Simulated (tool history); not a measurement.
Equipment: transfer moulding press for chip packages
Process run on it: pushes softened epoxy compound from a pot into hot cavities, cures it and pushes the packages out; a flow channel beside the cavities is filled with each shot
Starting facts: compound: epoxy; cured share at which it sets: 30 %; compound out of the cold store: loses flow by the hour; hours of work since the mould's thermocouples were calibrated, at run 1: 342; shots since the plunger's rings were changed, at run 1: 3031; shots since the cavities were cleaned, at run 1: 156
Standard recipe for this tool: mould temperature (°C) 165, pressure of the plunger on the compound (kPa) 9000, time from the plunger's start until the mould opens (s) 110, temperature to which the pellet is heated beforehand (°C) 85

| run | hour | mould temperature (°C) | pressure of the plunger on the compound (kPa) | time from the plunger's start until the mould opens (s) | temperature to which the pellet is heated beforehand (°C) | hours of work since the mould's thermocouples were calibrated | shots since the plunger's rings were changed | shots since the cavities were cleaned | incoming compound's hours out of the cold store | length that the compound runs in the flow channel (mm) | greatest force on the pins that push the packages out (N) |
|---|---|---|---|---|---|---|---|---|---|---|---|
| 1 | 0 | 165 | 9000 | 110 | 85 | 342 | 3031 | 156 | 16.4 | 523 | 269 |
|  | 11.4 | plunger's sealing rings changed |
| 2 | 25.2 | 165 | 9000 | 137 | 85 | 358 | 154 | 409 | 13.4 | 546 | 285 |
| 3 | 45.4 | 165 | 9000 | 137 | 85 | 371 | 379 | 634 | 12.6 | 549 | 317 |
| 4 | 69.9 | 165 | 9000 | 110 | 85 | 387 | 651 | 906 | 24.7 | 509 | 403 |
|  | 78.3 | cavities cleaned with cleaning compound and waxed |
| 5 | 89.6 | 165 | 9000 | 110 | 85 | 400 | 854 | 126 | 39 | 465 | 502 |
| 6 | 114.4 | 165 | 9000 | 110 | 85 | 416 | 1130 | 402 | 13.9 | 539 | 508 |
| 7 | 140.9 | 165 | 9000 | 110 | 85 | 434 | 1425 | 697 | 13.6 | 541 | 520 |
| 8 | 157.2 | 165 | 9000 | 110 | 85 | 445 | 1606 | 878 | 29.6 | 489 | 503 |
|  | 167.2 | cavities cleaned with cleaning compound and waxed |
| 9 | 179.5 | 165 | 9000 | 110 | 85 | 459 | 1838 | 137 | 34.9 | 471 | 263 |
| 10 | 206.2 | 165 | 9000 | 110 | 85 | 477 | 2135 | 434 | 26.9 | 497 | 349 |
| 11 | 228.1 | 165 | 9000 | 110 | 85 | 491 | 2379 | 678 | 9.2 | 549 | 383 |
| 12 | 248.8 | 165 | 9000 | 110 | 85 | 505 | 2609 | 908 | 15.5 | 528 | 405 |
|  | 257.7 | cavities cleaned with cleaning compound and waxed |
|  | 265 | cavities cleaned with cleaning compound and waxed, once more |
| 13 | 267.9 | 165 | 9000 | 110 | 85 | 516 | 2788 | 33 | 15 | 529 | 247 |
| 14 | 292.4 | 165 | 9000 | 110 | 85 | 532 | 3061 | 306 | 31.7 | 476 | 301 |
|  | 298.9 | plunger's sealing rings changed |
| 15 | 325.5 | 165 | 9000 | 110 | 85 | 553 | 296 | 646 | 24.1 | 511 | 380 |
| 16 | 341.2 | 166 | 8140 | 109 | 85 | 563 | 471 | 821 | 37.2 | 448 | 377 |
|  | 356.4 | cavities cleaned with cleaning compound and waxed |
| 17 | 358.8 | 170 | 9000 | 110 | 86 | 574 | 651 | 27 | 15.2 | 531 | 209 |
| 18 | 386.2 | 170 | 9000 | 110 | 86 | 592 | 955 | 331 | 33.9 | 473 | 282 |
| 19 | 410.8 | 170 | 9000 | 110 | 86 | 609 | 1229 | 605 | 35.8 | 468 | 314 |
| 20 | 439.5 | 158 | 9000 | 110 | 86 | 628 | 1548 | 924 | 30.4 | 498 | 622 |
|  | 444 | cavities cleaned with cleaning compound and waxed |
| 21 | 457.1 | 165 | 9340 | 124 | 78 | 639 | 1727 | 145 | 40.9 | 466 | 234 |
| 22 | 488.8 | 166 | 9000 | 101 | 92 | 660 | 2081 | 499 | 9 | 549 | 385 |
| 23 | 520.5 | 166 | 9000 | 101 | 92 | 681 | 2433 | 851 | 18.3 | 517 | 434 |
|  | 533.9 | cavities cleaned with cleaning compound and waxed |
| 24 | 548.1 | 160 | 7290 | 101 | 90 | 698 | 2723 | 158 | 35 | 427 | 415 |
| 25 | 577.4 | 165 | 7600 | 110 | 86 | 718 | 3049 | 484 | 42.8 | 409 | 338 |
|  | 585.4 | plunger's sealing rings changed |
| 26 | 612.5 | 165 | 7600 | 110 | 86 | 740 | 301 | 847 | 46 | 411 | 391 |
|  | 625.2 | cavities cleaned with cleaning compound and waxed |
| 27 | 643.4 | 162 | 7600 | 110 | 79 | 759 | 629 | 203 | 18.8 | 489 | 344 |
|  | 654.9 | mould's thermocouples calibrated |
| 28 | 667.7 | 162 | 7600 | 110 | 79 | 9 | 877 | 451 | 36.3 | 439 | 367 |
| 29 | 685.1 | 169 | 9000 | 119 | 85 | 20 | 1070 | 644 | 30.2 | 483 | 310 |

Consider 3 possible next runs. They are alternatives, not a sequence: every one starts from the tool as it was left by run 29. What does each give?
| A | 704.8 | 165 | 9980 | 117 | 78 | 33 | 1290 | 864 | 22.2 | ? | ? |
| B | 704.8 | 169 | 9000 | 119 | 94 | 33 | 1290 | 864 | 17.4 | ? | ? |
| C | 704.8 | 170 | 9000 | 142 | 94 | 33 | 1290 | 864 | 30.9 | ? | ? |

| run | length that the compound runs in the flow channel (mm) | greatest force on the pins that push the packages out (N) |
|---|---|---|
| A | 539 | 377 |
| B | 521 | 335 |
| C | 478 | 338 |
With no hidden state in the tool, these same runs would have given:
| run | length that the compound runs in the flow channel (mm) | greatest force on the pins that push the packages out (N) |
|---|---|---|
| A | 546 | 208 |
| B | 527 | 183 |
| C | 484 | 183 |

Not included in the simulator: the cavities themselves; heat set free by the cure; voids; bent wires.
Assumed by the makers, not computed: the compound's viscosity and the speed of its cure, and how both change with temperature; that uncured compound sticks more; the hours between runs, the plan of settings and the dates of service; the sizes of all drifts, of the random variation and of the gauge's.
